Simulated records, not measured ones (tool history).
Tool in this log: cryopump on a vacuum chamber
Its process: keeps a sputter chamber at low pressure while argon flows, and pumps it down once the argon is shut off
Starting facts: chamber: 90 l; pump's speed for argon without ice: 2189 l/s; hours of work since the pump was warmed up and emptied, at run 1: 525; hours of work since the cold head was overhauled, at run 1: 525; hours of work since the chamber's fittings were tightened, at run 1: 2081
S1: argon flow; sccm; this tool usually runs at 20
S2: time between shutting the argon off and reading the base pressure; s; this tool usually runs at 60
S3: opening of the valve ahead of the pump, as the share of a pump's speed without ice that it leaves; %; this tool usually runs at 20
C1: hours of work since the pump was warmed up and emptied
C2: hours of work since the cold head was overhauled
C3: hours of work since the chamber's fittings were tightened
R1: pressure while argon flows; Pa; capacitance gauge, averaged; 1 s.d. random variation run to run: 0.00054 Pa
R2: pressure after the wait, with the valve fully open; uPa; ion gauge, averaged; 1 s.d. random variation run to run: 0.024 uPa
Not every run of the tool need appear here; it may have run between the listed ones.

{"run": 1, "day": 0.0, "S1": 20, "S2": 60, "S3": 20, "C1": 525, "C2": 525, "C3": 2081, "R1": 0.0802, "R2": 1.25}
{"run": 2, "day": 1.371, "S1": 20, "S2": 60, "S3": 20, "C1": 550, "C2": 550, "C3": 2106, "R1": 0.079, "R2": 1.22}
{"run": 3, "day": 2.912, "S1": 20, "S2": 60, "S3": 20, "C1": 578, "C2": 578, "C3": 2134, "R1": 0.0808, "R2": 1.26}
{"run": 4, "day": 4.525, "S1": 20, "S2": 40, "S3": 20, "C1": 607, "C2": 607, "C3": 2163, "R1": 0.0806, "R2": 1.64}
{"run": 5, "day": 6.633, "S1": 11, "S2": 60, "S3": 20, "C1": 646, "C2": 646, "C3": 2201, "R1": 0.0445, "R2": 1.3}
{"run": 6, "day": 8.575, "S1": 11, "S2": 60, "S3": 20, "C1": 681, "C2": 681, "C3": 2237, "R1": 0.0441, "R2": 1.22}
{"run": 7, "day": 10.533, "S1": 20, "S2": 60, "S3": 21, "C1": 716, "C2": 716, "C3": 2272, "R1": 0.0783, "R2": 1.34}
{"run": 8, "day": 13.171, "S1": 20, "S2": 60, "S3": 21, "C1": 764, "C2": 764, "C3": 2320, "R1": 0.0781, "R2": 1.33}
{"run": 9, "day": 15.65, "S1": 20, "S2": 60, "S3": 21, "C1": 809, "C2": 809, "C3": 2365, "R1": 0.0774, "R2": 1.3}
{"run": 10, "day": 18.342, "S1": 20, "S2": 60, "S3": 20, "C1": 857, "C2": 857, "C3": 2413, "R1": 0.0823, "R2": 1.35}
{"run": 11, "day": 20.608, "S1": 20, "S2": 60, "S3": 20, "C1": 899, "C2": 899, "C3": 2454, "R1": 0.0814, "R2": 1.35}
{"day": 21.062, "done": "pump warmed up, emptied and cooled again"}
{"run": 12, "day": 23.846, "S1": 20, "S2": 60, "S3": 24, "C1": 50, "C2": 953, "C3": 2509, "R1": 0.0649, "R2": 1.21}
{"day": 24.688, "done": "leaking fittings of the chamber tightened, without venting"}
{"run": 13, "day": 25.833, "S1": 20, "S2": 60, "S3": 24, "C1": 85, "C2": 988, "C3": 21, "R1": 0.0649, "R2": 0.93}
{"run": 14, "day": 27.621, "S1": 20, "S2": 33, "S3": 20, "C1": 117, "C2": 1020, "C3": 53, "R1": 0.0781, "R2": 1.5}
{"run": 15, "day": 29.833, "S1": 20, "S2": 33, "S3": 20, "C1": 157, "C2": 1060, "C3": 93, "R1": 0.0788, "R2": 1.57}
{"run": 16, "day": 31.925, "S1": 16, "S2": 33, "S3": 20, "C1": 195, "C2": 1098, "C3": 131, "R1": 0.0628, "R2": 1.54}
{"run": 17, "day": 33.896, "S1": 11, "S2": 43, "S3": 52, "C1": 231, "C2": 1134, "C3": 167, "R1": 0.0165, "R2": 1.27}
{"run": 18, "day": 35.429, "S1": 21, "S2": 211, "S3": 20, "C1": 259, "C2": 1162, "C3": 194, "R1": 0.0818, "R2": 0.38}
{"run": 19, "day": 38.233, "S1": 37, "S2": 79, "S3": 27, "C1": 309, "C2": 1212, "C3": 245, "R1": 0.1078, "R2": 0.78}
{"run": 20, "day": 40.417, "S1": 20, "S2": 53, "S3": 33, "C1": 349, "C2": 1252, "C3": 285, "R1": 0.0486, "R2": 1.03}
{"run": 21, "day": 42.892, "S1": 24, "S2": 44, "S3": 24, "C1": 394, "C2": 1297, "C3": 329, "R1": 0.0796, "R2": 1.31}
{"run": 22, "day": 45.4, "S1": 8, "S2": 49, "S3": 20, "C1": 439, "C2": 1342, "C3": 375, "R1": 0.0307, "R2": 1.14}
{"run": 23, "day": 48.362, "S1": 8, "S2": 49, "S3": 20, "C1": 493, "C2": 1396, "C3": 429, "R1": 0.0332, "R2": 1.18}
{"run": 24, "day": 49.817, "S1": 9, "S2": 195, "S3": 33, "C1": 519, "C2": 1422, "C3": 455, "R1": 0.0225, "R2": 0.46}

Run 25, settings as shown, results not yet in. Your forecast:
{"run": 25, "day": 51.154, "S1": 9, "S2": 195, "S3": 33, "C1": 543, "C2": 1446, "C3": 479, "R1": "?", "R2": "?"}

Run 25 produced R1 0.0223 Pa, R2 0.48 uPa.
With the hidden condition absent and the run-to-run variation left alone, this run would have shown R1 0.021 Pa, R2 0.38 uPa.
